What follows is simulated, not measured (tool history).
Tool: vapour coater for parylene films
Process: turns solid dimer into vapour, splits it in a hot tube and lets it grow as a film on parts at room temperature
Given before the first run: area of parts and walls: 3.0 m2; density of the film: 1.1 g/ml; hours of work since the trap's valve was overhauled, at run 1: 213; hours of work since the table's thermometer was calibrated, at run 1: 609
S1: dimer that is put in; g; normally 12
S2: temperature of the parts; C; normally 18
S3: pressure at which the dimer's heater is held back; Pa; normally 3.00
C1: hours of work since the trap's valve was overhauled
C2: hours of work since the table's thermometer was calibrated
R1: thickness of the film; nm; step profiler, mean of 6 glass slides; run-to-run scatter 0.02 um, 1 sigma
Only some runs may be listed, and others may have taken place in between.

run	day	S1	S2	S3	C1	C2	R1
1	0.000	12	18	3.00	213	609	2140
2	2.050	12	16	3.00	244	640	2220
3	3.454	12	16	3.00	265	661	2200
4	4.908	12	18	3.00	287	683	2100
5	6.167	12	18	3.00	306	702	2130
6	8.358	12	18	3.00	340	735	2080
# day 8.608: table's thermometer calibrated
7	9.621	12	18	3.00	358	15	2110
8	11.692	10	18	3.00	389	47	1700
9	13.062	6	18	3.00	410	67	1050
10	15.354	11	10	2.80	445	102	2390
11	17.650	17	12	3.30	479	137	3350
12	20.075	17	12	3.30	516	173	3290
13	21.654	22	27	3.50	540	197	2890

Hidden condition of the tool, last listed run before each entry between runs versus first listed run after:
In the gap between runs 6 and 7: table's thermometer calibrated (day 8.608)
  vapour lost through the trap's worn valve, %: 6.1 -> 6.4; true temperature of the parts over the reading, C: -0.7 -> -1.02
  difference, measured minus the result without the unlogged condition, R1: -90 -> -80 nm

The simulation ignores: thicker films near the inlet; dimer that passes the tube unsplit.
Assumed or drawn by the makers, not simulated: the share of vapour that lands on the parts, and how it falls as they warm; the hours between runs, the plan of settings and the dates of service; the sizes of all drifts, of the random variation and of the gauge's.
